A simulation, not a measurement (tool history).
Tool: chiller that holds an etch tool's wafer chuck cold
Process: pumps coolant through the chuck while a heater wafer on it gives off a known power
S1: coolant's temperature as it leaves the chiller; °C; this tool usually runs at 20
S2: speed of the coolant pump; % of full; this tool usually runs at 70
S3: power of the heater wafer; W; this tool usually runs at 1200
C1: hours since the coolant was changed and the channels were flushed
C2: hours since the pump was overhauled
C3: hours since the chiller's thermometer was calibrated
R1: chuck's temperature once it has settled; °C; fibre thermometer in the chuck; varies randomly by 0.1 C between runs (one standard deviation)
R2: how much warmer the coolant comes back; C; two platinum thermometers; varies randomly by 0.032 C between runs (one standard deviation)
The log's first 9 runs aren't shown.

run   hour  S1  S2    S3    C1    C2    C3    R1    R2
 10    255  20  70  1200   624   624  1504  33.8  3.84
 11  275.5  20  70  1003   644   644  1525  31.5  3.23
 12  308.2  20  70  1003   677   677  1558  31.6  3.25
 13  331.3  18  70  1200   700   700  1581  31.7  3.81
 14  349.3  18  70  1200   718   718  1599  31.7  3.81
 15  368.7  18  70  1200   738   738  1618  31.6  3.89
 16  397.9  18  70  1200   767   767  1647  31.8  3.92
 17  424.6  11  70  1200   793   793  1674  24.8  3.81
 18    461  24  96  1113   830   830  1710  34.6  2.57
 19  482.5  20  70  1200   851   851  1732  33.9  3.81
 20  500.6  20  70  1200   869   869  1750  34.1  3.89
 21  519.8  13  78   908   889   889  1769  23.1  2.65
 22  545.1  20  87  1798   914   914  1795  38.2  4.56
     548.3  -- chiller's thermometer calibrated
 23  567.9  20  87  1798   936   936    20  38.5  4.61
 24  594.5  20  87  1798   962   962    46  38.5  4.58
 25  624.9  11  70   695   993   993    77  19.6  2.24
 26  658.1  29  65   988  1026  1026   110  41.8  3.42
     661.1  -- chiller's thermometer calibrated, once more
 27  677.5  29  65   988  1044  1044    16  40.4  3.48
 28    712  29  65   988  1079  1079    51  40.5  3.49
 29  746.4  29  65   988  1113  1113    85  40.4   3.5
 30  778.7  19  75  1647  1146  1146   118  36.8  4.95
 31  797.5  19  99  1341  1164  1164   136  31.2  3.04

Each row is a separate what-if for the run after 31, all from the same tool condition, not one after another. Results?
  A  814.7  20  90  1200  1182  1182  154   ?   ?
  B  814.7  19  63   883  1182  1182  154   ?   ?
  C  814.7  11  79  1341  1182  1182  154   ?   ?
  D  814.7  19  71  1109  1182  1182  154   ?   ?

run    R1    R2
  A  31.7     3
  B  29.7  3.21
  C    25  3.87
  D  31.4  3.59
Stripped of hidden state, with their random variation kept, the same runs would have yielded:
run    R1    R2
  A  30.9  2.85
  B  28.9  3.05
  C    24  3.68
  D  30.5  3.41
